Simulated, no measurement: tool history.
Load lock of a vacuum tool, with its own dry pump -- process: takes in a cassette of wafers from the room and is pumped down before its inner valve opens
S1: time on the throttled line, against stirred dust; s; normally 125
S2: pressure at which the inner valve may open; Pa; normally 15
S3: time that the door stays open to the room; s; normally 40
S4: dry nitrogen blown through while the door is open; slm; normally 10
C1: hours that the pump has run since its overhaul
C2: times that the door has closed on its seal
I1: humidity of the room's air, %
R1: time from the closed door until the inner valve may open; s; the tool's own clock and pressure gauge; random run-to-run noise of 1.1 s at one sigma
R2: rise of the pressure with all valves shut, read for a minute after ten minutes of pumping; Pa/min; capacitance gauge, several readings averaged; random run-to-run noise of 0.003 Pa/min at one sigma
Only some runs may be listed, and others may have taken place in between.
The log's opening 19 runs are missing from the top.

Run 20, hour 3475.7: usual settings but S2 12 Pa, S3 76 s; C1 14872; C2 15335; I1 43.7. Result: R1 204.5 s, R2 0.026 Pa/min.
At hour 3546.9: dry pump taken out, an overhauled one fitted.
Run 21, hour 3630.7: usual settings but S1 123 s, S2 11 Pa; C1 84; C2 15992; I1 43.0. Result: R1 204.8 s, R2 0.022 Pa/min.
Run 22, hour 3829.7: usual settings but S1 123 s, S2 28 Pa, S4 19 slm; C1 283; C2 16870; I1 44.9. Result: R1 192.4 s, R2 0.021 Pa/min.
Run 23, hour 4045.0: usual settings but S1 107 s, S2 18 Pa, S4 42 slm; C1 498; C2 17820; I1 43.8. Result: R1 183.1 s, R2 0.015 Pa/min.
Run 24, hour 4281.2: usual settings but S1 107 s, S2 18 Pa, S4 42 slm; C1 734; C2 18862; I1 46.1. Result: R1 185.1 s, R2 0.014 Pa/min.
Run 25, hour 4465.3: usual settings but S3 99 s, S4 5 slm; C1 918; C2 19674; I1 46.3. Result: R1 200.8 s, R2 0.045 Pa/min.
Run 26, hour 4709.5: usual settings but S1 93 s, S2 22 Pa, S3 45 s, S4 5 slm; C1 1163; C2 20752; I1 42.9. Result: R1 170.4 s, R2 0.026 Pa/min.
Run 27, hour 4967.7: usual settings but S1 93 s, S2 22 Pa, S3 45 s, S4 5 slm; C1 1421; C2 21891; I1 45.8. Result: R1 169.7 s, R2 0.026 Pa/min.
Run 28, hour 5213.7: usual settings but S1 239 s, S2 12 Pa, S3 45 s, S4 5 slm; C1 1667; C2 22976; I1 44.8. Result: R1 298.7 s, R2 0.034 Pa/min.
Run 29, hour 5447.0: usual settings but S1 239 s, S2 12 Pa, S3 53 s, S4 8 slm; C1 1900; C2 24006; I1 44.9. Result: R1 298.5 s, R2 0.022 Pa/min.
Run 30, hour 5572.6: usual settings but S3 27 s; C1 2026; C2 24560; I1 47.4. Result: R1 200.4 s, R2 0.018 Pa/min.
Run 31, hour 5725.2: usual settings but S4 11 slm; C1 2178; C2 25233; I1 42.8. Result: R1 201.4 s, R2 0.020 Pa/min.
Run 32, hour 5924.9: usual settings but S4 11 slm; C1 2378; C2 26114; I1 40.6. Result: R1 202.3 s, R2 0.023 Pa/min.
Run 33, hour 6164.2: usual settings but S2 27 Pa, S4 8 slm; C1 2617; C2 27170; I1 44.7. Result: R1 193.3 s, R2 0.024 Pa/min.
Run 34, hour 6279.3: usual settings but S1 102 s, S2 10 Pa, S3 57 s, S4 8 slm; C1 2732; C2 27678; I1 42.4. Result: R1 185.8 s, R2 0.030 Pa/min.
Run 35, hour 6463.6: usual settings but S1 102 s, S2 10 Pa, S3 57 s, S4 8 slm; C1 2917; C2 28491; I1 46.2. Result: R1 186.7 s, R2 0.029 Pa/min.
Run 36, hour 6584.9: usual settings but S2 12 Pa; C1 3038; C2 29026; I1 44.1. Result: R1 204.3 s, R2 0.025 Pa/min.
Run 37, hour 6784.2: usual settings but S1 147 s, S2 29 Pa, S3 37 s, S4 12 slm; C1 3237; C2 29905; I1 47.9. Result: R1 212.2 s, R2 0.027 Pa/min.

Alternative continuations, all from the tool just after run 37; predict every row:
Run A, hour 6959.8: usual settings but S3 126 s; C1 3413; C2 30680; I1 44.2. Result: R1 ?, R2 ?.
Run B, hour 6959.8: usual settings but S1 219 s, S2 11 Pa, S3 186 s, S4 12 slm; C1 3413; C2 30680; I1 44.7. Result: R1 ?, R2 ?.
Run C, hour 6959.8: usual settings but S1 147 s, S2 29 Pa, S3 37 s, S4 31 slm; C1 3413; C2 30680; I1 45.9. Result: R1 ?, R2 ?.
Run D, hour 6959.8: usual settings but S1 147 s, S2 20 Pa, S3 149 s, S4 7 slm; C1 3413; C2 30680; I1 48.0. Result: R1 ?, R2 ?.

run     R1     R2
  A  198.5  0.041
  B  281.1  0.040
  C  211.3  0.018
  D  216.6  0.049
Stripped of hidden state, with their random variation kept, the same runs would have yielded:
run     R1     R2
  A  198.5  0.040
  B  281.1  0.039
  C  211.3  0.017
  D  216.6  0.048
